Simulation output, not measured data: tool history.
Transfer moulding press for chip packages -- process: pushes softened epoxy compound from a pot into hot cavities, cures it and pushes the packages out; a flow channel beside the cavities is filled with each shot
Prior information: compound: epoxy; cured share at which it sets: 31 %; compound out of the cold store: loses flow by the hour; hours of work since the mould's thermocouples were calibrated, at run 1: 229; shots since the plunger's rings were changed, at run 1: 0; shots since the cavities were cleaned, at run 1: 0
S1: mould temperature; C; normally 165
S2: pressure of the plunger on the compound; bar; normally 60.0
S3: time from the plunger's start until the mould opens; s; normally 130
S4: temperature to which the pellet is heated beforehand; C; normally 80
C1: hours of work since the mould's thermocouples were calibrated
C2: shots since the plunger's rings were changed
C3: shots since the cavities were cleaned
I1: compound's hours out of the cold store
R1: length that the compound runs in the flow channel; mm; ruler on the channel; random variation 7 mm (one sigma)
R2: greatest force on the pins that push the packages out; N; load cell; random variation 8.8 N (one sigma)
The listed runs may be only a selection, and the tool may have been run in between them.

run 1 hour=0.0 | S1=165 S2=60.0 S3=130 S4=80 | C1=229 C2=0 C3=0 | I1=39.8 | R1=883 R2=411
run 2 hour=28.8 | S1=165 S2=60.0 S3=130 S4=80 | C1=246 C2=243 C3=243 | I1=23.5 | R1=921 R2=527
run 3 hour=58.1 | S1=165 S2=60.0 S3=130 S4=80 | C1=264 C2=491 C3=491 | I1=32.6 | R1=892 R2=548
-- hour=88.1 cavities cleaned with cleaning compound and waxed
run 4 hour=88.1 | S1=165 S2=60.0 S3=130 S4=80 | C1=281 C2=732 C3=0 | I1=45.2 | R1=847 R2=408
run 5 hour=107.8 | S1=165 S2=60.0 S3=130 S4=80 | C1=293 C2=899 C3=167 | I1=14.9 | R1=949 R2=490
-- hour=145.6 mould's thermocouples calibrated
run 6 hour=150.6 | S1=165 S2=60.0 S3=130 S4=80 | C1=3 C2=1244 C3=512 | I1=47.6 | R1=842 R2=577
-- hour=177.7 cavities cleaned with cleaning compound and waxed
run 7 hour=177.7 | S1=165 S2=60.0 S3=112 S4=80 | C1=19 C2=1461 C3=0 | I1=40.6 | R1=857 R2=548
run 8 hour=209.4 | S1=165 S2=60.0 S3=120 S4=80 | C1=38 C2=1730 C3=269 | I1=32.5 | R1=884 R2=626
run 9 hour=234.7 | S1=165 S2=60.0 S3=130 S4=80 | C1=53 C2=1944 C3=483 | I1=31.9 | R1=867 R2=588
-- hour=266.9 cavities cleaned with cleaning compound and waxed
run 10 hour=270.2 | S1=165 S2=60.0 S3=130 S4=80 | C1=74 C2=2231 C3=28 | I1=24.0 | R1=891 R2=442
run 11 hour=297.3 | S1=165 S2=60.0 S3=115 S4=80 | C1=91 C2=2461 C3=258 | I1=45.5 | R1=820 R2=661
run 12 hour=319.0 | S1=165 S2=60.0 S3=130 S4=76 | C1=104 C2=2644 C3=441 | I1=37.0 | R1=851 R2=588
-- hour=354.3 cavities cleaned with cleaning compound and waxed
run 13 hour=354.3 | S1=165 S2=60.0 S3=130 S4=76 | C1=125 C2=2930 C3=0 | I1=10.3 | R1=919 R2=452
-- hour=384.5 mould's thermocouples calibrated, once more
run 14 hour=394.2 | S1=165 S2=60.0 S3=130 S4=80 | C1=6 C2=3251 C3=321 | I1=30.1 | R1=843 R2=500
run 15 hour=416.9 | S1=164 S2=60.0 S3=157 S4=80 | C1=20 C2=3442 C3=512 | I1=21.7 | R1=879 R2=460
-- hour=444.8 cavities cleaned with cleaning compound and waxed
run 16 hour=450.2 | S1=168 S2=60.0 S3=157 S4=81 | C1=39 C2=3711 C3=45 | I1=13.2 | R1=880 R2=336
run 17 hour=473.4 | S1=168 S2=60.0 S3=157 S4=81 | C1=53 C2=3908 C3=242 | I1=40.1 | R1=817 R2=389
run 18 hour=497.4 | S1=168 S2=60.0 S3=157 S4=81 | C1=68 C2=4112 C3=446 | I1=32.5 | R1=820 R2=427
run 19 hour=523.4 | S1=173 S2=60.0 S3=126 S4=80 | C1=84 C2=4331 C3=665 | I1=36.2 | R1=801 R2=466
-- hour=533.8 cavities cleaned with cleaning compound and waxed
run 20 hour=553.6 | S1=167 S2=60.0 S3=134 S4=80 | C1=101 C2=4574 C3=168 | I1=22.2 | R1=848 R2=427
run 21 hour=591.0 | S1=172 S2=60.0 S3=159 S4=80 | C1=124 C2=4890 C3=484 | I1=24.6 | R1=815 R2=440
run 22 hour=613.1 | S1=172 S2=60.0 S3=159 S4=72 | C1=138 C2=5078 C3=672 | I1=44.1 | R1=763 R2=444
-- hour=621.3 cavities cleaned with cleaning compound and waxed
run 23 hour=654.4 | S1=165 S2=60.0 S3=161 S4=70 | C1=162 C2=5414 C3=280 | I1=37.9 | R1=790 R2=410
-- hour=664.5 plunger's sealing rings changed
run 24 hour=680.2 | S1=165 S2=60.0 S3=161 S4=70 | C1=176 C2=132 C3=477 | I1=21.1 | R1=926 R2=455
run 25 hour=704.6 | S1=159 S2=66.8 S3=143 S4=71 | C1=191 C2=339 C3=684 | I1=31.2 | R1=957 R2=728
-- hour=712.6 cavities cleaned with cleaning compound and waxed
run 26 hour=748.8 | S1=172 S2=55.4 S3=124 S4=88 | C1=217 C2=700 C3=306 | I1=18.3 | R1=877 R2=425
run 27 hour=768.4 | S1=172 S2=55.4 S3=124 S4=88 | C1=229 C2=866 C3=472 | I1=19.7 | R1=869 R2=463

Here are 5 independent what-if runs from the current tool condition. What would each one return?
-- hour=801.4 cavities cleaned with cleaning compound and waxed
run A hour=805.7 | S1=162 S2=61.2 S3=124 S4=88 | C1=251 C2=1169 C3=36 | I1=10.2 | R1=? R2=?
-- hour=801.4 cavities cleaned with cleaning compound and waxed
run B hour=805.7 | S1=172 S2=55.4 S3=136 S4=88 | C1=251 C2=1169 C3=36 | I1=18.8 | R1=? R2=?
-- hour=801.4 cavities cleaned with cleaning compound and waxed
run C hour=805.7 | S1=172 S2=55.4 S3=114 S4=88 | C1=251 C2=1169 C3=36 | I1=16.6 | R1=? R2=?
-- hour=801.4 cavities cleaned with cleaning compound and waxed
run D hour=805.7 | S1=172 S2=70.6 S3=124 S4=87 | C1=251 C2=1169 C3=36 | I1=38.1 | R1=? R2=?
-- hour=801.4 cavities cleaned with cleaning compound and waxed
run E hour=805.7 | S1=165 S2=60.0 S3=130 S4=77 | C1=251 C2=1169 C3=36 | I1=31.2 | R1=? R2=?

run=A R1=974 R2=571
run=B R1=877 R2=338
run=C R1=873 R2=368
run=D R1=924 R2=354
run=E R1=882 R2=433
What these runs would have given with no unlogged condition in the tool:
run=A R1=996 R2=510
run=B R1=897 R2=312
run=C R1=894 R2=336
run=D R1=945 R2=326
run=E R1=902 R2=393
